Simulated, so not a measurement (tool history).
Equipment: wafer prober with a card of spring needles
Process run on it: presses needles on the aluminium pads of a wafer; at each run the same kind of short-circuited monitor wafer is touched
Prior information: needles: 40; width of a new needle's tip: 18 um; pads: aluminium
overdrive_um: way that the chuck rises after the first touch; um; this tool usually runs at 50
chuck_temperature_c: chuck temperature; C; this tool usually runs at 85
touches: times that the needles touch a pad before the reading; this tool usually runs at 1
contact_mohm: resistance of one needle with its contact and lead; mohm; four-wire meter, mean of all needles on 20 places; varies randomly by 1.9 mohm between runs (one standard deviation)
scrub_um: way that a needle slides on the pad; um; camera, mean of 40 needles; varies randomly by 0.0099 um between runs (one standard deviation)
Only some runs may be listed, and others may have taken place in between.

run 1 day=0 | overdrive_um=50 chuck_temperature_c=85 touches=1 | contact_mohm=266 scrub_um=6.164
-- day=1.312 tips cleaned on abrasive film
run 2 day=1.575 | overdrive_um=53 chuck_temperature_c=85 touches=1 | contact_mohm=253 scrub_um=6.526
-- day=2.717 tips cleaned on abrasive film
run 3 day=3.825 | overdrive_um=50 chuck_temperature_c=85 touches=1 | contact_mohm=330 scrub_um=6.153
-- day=4.3 tips cleaned on abrasive film
-- day=5.75 tips cleaned on abrasive film
run 4 day=6.446 | overdrive_um=50 chuck_temperature_c=85 touches=1 | contact_mohm=303 scrub_um=6.145
-- day=7.379 tips cleaned on abrasive film
-- day=8.846 tips cleaned on abrasive film
run 5 day=9.212 | overdrive_um=50 chuck_temperature_c=85 touches=1 | contact_mohm=266 scrub_um=6.135
-- day=10.246 tips cleaned on abrasive film
run 6 day=10.488 | overdrive_um=50 chuck_temperature_c=85 touches=1 | contact_mohm=262 scrub_um=6.117
-- day=11.662 tips cleaned on abrasive film
-- day=13.071 tips cleaned on abrasive film
run 7 day=13.483 | overdrive_um=50 chuck_temperature_c=85 touches=1 | contact_mohm=287 scrub_um=6.112
-- day=14.621 tips cleaned on abrasive film
-- day=16.05 tips cleaned on abrasive film
run 8 day=16.05 | overdrive_um=61 chuck_temperature_c=85 touches=1 | contact_mohm=211 scrub_um=7.466
-- day=17.471 tips cleaned on abrasive film
run 9 day=17.471 | overdrive_um=61 chuck_temperature_c=85 touches=1 | contact_mohm=219 scrub_um=7.49
-- day=18.975 tips cleaned on abrasive film
run 10 day=19.796 | overdrive_um=61 chuck_temperature_c=85 touches=1 | contact_mohm=280 scrub_um=7.457
-- day=20.392 tips cleaned on abrasive film
-- day=21.8 tips cleaned on abrasive film
run 11 day=22.4 | overdrive_um=61 chuck_temperature_c=85 touches=1 | contact_mohm=264 scrub_um=7.455
-- day=23.275 tips cleaned on abrasive film
run 12 day=23.812 | overdrive_um=50 chuck_temperature_c=85 touches=1 | contact_mohm=300 scrub_um=6.061
-- day=24.871 tips cleaned on abrasive film
run 13 day=25.417 | overdrive_um=60 chuck_temperature_c=85 touches=1 | contact_mohm=273 scrub_um=7.312
-- day=26.396 tips cleaned on abrasive film
run 14 day=27.662 | overdrive_um=60 chuck_temperature_c=85 touches=1 | contact_mohm=305 scrub_um=7.299
-- day=27.888 tips cleaned on abrasive film
run 15 day=29.158 | overdrive_um=60 chuck_temperature_c=85 touches=1 | contact_mohm=296 scrub_um=7.292
-- day=29.375 tips cleaned on abrasive film
-- day=30.883 tips cleaned on abrasive film
-- day=30.896 height of the first contact set anew
run 16 day=32.171 | overdrive_um=60 chuck_temperature_c=85 touches=1 | contact_mohm=298 scrub_um=7.198
-- day=32.371 tips cleaned on abrasive film
-- day=33.862 tips cleaned on abrasive film
run 17 day=34.825 | overdrive_um=41 chuck_temperature_c=28 touches=2 | contact_mohm=314 scrub_um=4.82
-- day=35.358 tips cleaned on abrasive film
-- day=36.929 tips cleaned on abrasive film
run 18 day=36.988 | overdrive_um=46 chuck_temperature_c=85 touches=1 | contact_mohm=241 scrub_um=5.419
-- day=38.5 tips cleaned on abrasive film
run 19 day=39.604 | overdrive_um=37 chuck_temperature_c=54 touches=1 | contact_mohm=464 scrub_um=4.298
-- day=40.054 height of the first contact set anew, once more
-- day=40.058 tips cleaned on abrasive film
-- day=41.562 tips cleaned on abrasive film
run 20 day=41.562 | overdrive_um=44 chuck_temperature_c=46 touches=1 | contact_mohm=223 scrub_um=5.492
-- day=42.983 tips cleaned on abrasive film
run 21 day=43.808 | overdrive_um=37 chuck_temperature_c=46 touches=1 | contact_mohm=417 scrub_um=4.606
-- day=44.442 tips cleaned on abrasive film
-- day=46.108 tips cleaned on abrasive film
run 22 day=46.842 | overdrive_um=51 chuck_temperature_c=32 touches=1 | contact_mohm=305 scrub_um=6.348
-- day=47.725 tips cleaned on abrasive film
run 23 day=48.475 | overdrive_um=51 chuck_temperature_c=32 touches=1 | contact_mohm=306 scrub_um=6.327
-- day=49.175 tips cleaned on abrasive film
run 24 day=50.062 | overdrive_um=51 chuck_temperature_c=32 touches=1 | contact_mohm=311 scrub_um=6.313
-- day=50.804 tips cleaned on abrasive film
-- day=52.375 tips cleaned on abrasive film
run 25 day=52.375 | overdrive_um=51 chuck_temperature_c=43 touches=1 | contact_mohm=206 scrub_um=6.304
-- day=53.996 tips cleaned on abrasive film
run 26 day=55.262 | overdrive_um=56 chuck_temperature_c=85 touches=1 | contact_mohm=311 scrub_um=6.935
-- day=55.471 tips cleaned on abrasive film
-- day=56.929 tips cleaned on abrasive film
run 27 day=57.962 | overdrive_um=56 chuck_temperature_c=85 touches=1 | contact_mohm=307 scrub_um=6.941
-- day=58.379 tips cleaned on abrasive film
-- day=59.975 tips cleaned on abrasive film
run 28 day=60.142 | overdrive_um=32 chuck_temperature_c=52 touches=1 | contact_mohm=309 scrub_um=3.93
-- day=61.421 tips cleaned on abrasive film
run 29 day=61.567 | overdrive_um=32 chuck_temperature_c=52 touches=1 | contact_mohm=307 scrub_um=3.889
-- day=62.946 tips cleaned on abrasive film
run 30 day=63.492 | overdrive_um=55 chuck_temperature_c=41 touches=1 | contact_mohm=278 scrub_um=6.786
-- day=64.417 tips cleaned on abrasive film
-- day=65.975 tips cleaned on abrasive film
run 31 day=66.558 | overdrive_um=46 chuck_temperature_c=41 touches=2 | contact_mohm=267 scrub_um=5.627

Some steps in contact_mohm, run to run, broken into two amounts with sign: the step expected even without the hidden condition (settings, incoming material, random variation), and the rest, left for the hidden condition together with whatever gauge scatter is not in both the measured and the hidden-condition-free result:
Unlogged tool condition in this case: debris on the tips, nm; way that the needles fall short of the set height, um; tips' diameter, um; drift of the gauge itself on contact_mohm, %; drift of the gauge itself on scrub_um, %.
Run 18 -> 19: overdrive_um 46 -> 37, chuck_temperature_c 85 -> 54, tips cleaned on abrasive film. contact_mohm +223 mohm: hidden state +223, all else +0.
Run 19 -> 20: overdrive_um 37 -> 44, chuck_temperature_c 54 -> 46, height of the first contact set anew, once more, tips cleaned on abrasive film, tips cleaned on abrasive film. contact_mohm -241 mohm: hidden state -231, all else -10.
Run 20 -> 21: overdrive_um 44 -> 37, tips cleaned on abrasive film. contact_mohm +194 mohm: hidden state +187, all else +7.
